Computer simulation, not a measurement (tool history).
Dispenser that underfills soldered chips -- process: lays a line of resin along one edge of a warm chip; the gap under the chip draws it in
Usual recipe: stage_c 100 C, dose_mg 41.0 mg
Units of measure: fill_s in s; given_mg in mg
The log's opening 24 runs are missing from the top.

run	day	stage_c	dose_mg	hours of work since the syringe was changed	hours of work since the valve was cleaned	hours of work since the stage was calibrated	fill_s	given_mg
# day 13.117: new syringe of resin
25	13.392	109	40.6	5	31	508	128.8	39.52
# day 13.533: new syringe of resin
26	13.692	95	52.1	3	36	513	163.9	50.60
# day 13.992: new syringe of resin
27	14.158	95	52.1	3	45	522	166.4	49.77
# day 14.412: new syringe of resin
# day 14.588: dispensing valve cleaned and set on the balance
28	14.692	95	52.1	5	2	531	175.8	52.26
# day 14.888: new syringe of resin
# day 15.300: new syringe of resin
29	15.325	102	47.9	0	14	542	119.0	47.09
# day 15.729: new syringe of resin
30	15.921	102	47.9	4	25	554	143.6	46.84
# day 16.162: new syringe of resin
31	16.238	102	47.9	1	31	559	127.7	46.26
32	16.546	107	38.4	7	36	565	152.4	37.18

Each row is a separate what-if for the run after 32, all from the same tool condition, not one after another. Results?
# day 16.617: new syringe of resin
A	16.958	87	40.2	7	44	573	?	?
# day 16.617: new syringe of resin
B	16.958	88	38.4	7	44	573	?	?
# day 16.617: new syringe of resin
C	16.958	95	38.1	7	44	573	?	?
# day 16.617: new syringe of resin
D	16.958	86	41.0	7	44	573	?	?

run	fill_s	given_mg
A	255.0	38.64
B	246.3	36.64
C	202.1	36.34
D	259.0	39.29
Had the tool no hidden state, the same runs would have come out as:
run	fill_s	given_mg
A	165.5	40.35
B	159.7	38.27
C	131.5	37.96
D	167.9	41.05
